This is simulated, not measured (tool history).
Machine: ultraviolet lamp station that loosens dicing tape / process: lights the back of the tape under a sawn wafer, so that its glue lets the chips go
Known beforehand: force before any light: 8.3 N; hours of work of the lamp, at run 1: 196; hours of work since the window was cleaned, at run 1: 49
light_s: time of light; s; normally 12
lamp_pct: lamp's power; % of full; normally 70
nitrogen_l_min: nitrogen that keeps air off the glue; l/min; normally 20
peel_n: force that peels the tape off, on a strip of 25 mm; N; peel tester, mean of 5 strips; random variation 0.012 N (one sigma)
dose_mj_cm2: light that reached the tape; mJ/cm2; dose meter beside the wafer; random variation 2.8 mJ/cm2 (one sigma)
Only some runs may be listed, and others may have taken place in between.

run   hour  light_s  lamp_pct  nitrogen_l_min  hours of work of the lamp  hours of work since the window was cleaned  peel_n  dose_mj_cm2
  1      0       12        70              20                        196                                          49   0.634          365
  2   11.6       12        70              20                        201                                          55   0.655          361
  3   25.5       12        70              20                        208                                          61   0.643          360
  4   32.5       12        70              20                        211                                          64   0.652          364
  5   48.5       10        70              20                        218                                          71   0.933          300
  6   62.7       12        81              20                        224                                          77   0.479          413
  7   78.3       12        85              20                        231                                          84   0.451          429
  8   92.8       12        85              20                        238                                          91   0.446          429
  9    106       12        88              20                        243                                          97   0.408          440
 10  112.9       12        70              20                        246                                         100   0.686          352
 11  128.8       12        70              12                        253                                         107   1.007          352
 12  142.2       12        70              20                        259                                         113   0.719          353
 13  151.8        7        70              20                        264                                         117   1.854          204
 14  162.4        7        76              20                        268                                         122   1.663          215
 15  171.8        8        76              15                        273                                         126   1.569          248
 16  186.8        8        76              15                        279                                         132   1.543          247
 17  195.8       21        63              27                        283                                         136   0.232          540
 18  209.6       22        91              20                        289                                         142   0.184          805
 19  220.6       22        91              20                        294                                         147   0.173          798
     222.5  -- window cleaned of glue's vapour
 20  233.2       22        91              20                        300                                           5   0.178          780
 21  241.8       22        91              20                        303                                           9   0.179          777
 22  254.6       22        91              20                        309                                          14   0.168          778
     266.8  -- window cleaned of glue's vapour, once more
 23  267.3       11        91              10                        315                                           0   0.794          437
 24    282       12        91              10                        321                                           7    0.68          471
 25  292.2       12        71               6                        326                                          11   1.621          365
 26  299.5       12        74              20                        329                                          15   0.589          383

Here are 4 independent what-if runs from the current tool condition. What would each one return?
  A  306.8       12        93               8                        332                                          18       ?            ?
  B  306.8       10        68              28                        332                                          18       ?            ?
  C  306.8       12        84              20                        332                                          18       ?            ?
  D  306.8       12        71              29                        332                                          18       ?            ?

run  peel_n  dose_mj_cm2
  A   0.787          473
  B   0.796          288
  C   0.459          432
  D   0.479          365
The same runs, with their run-to-run variation unchanged, on a tool lacking any hidden condition would have given:
run  peel_n  dose_mj_cm2
  A   0.651          518
  B   0.659          316
  C   0.379          473
  D   0.394          399
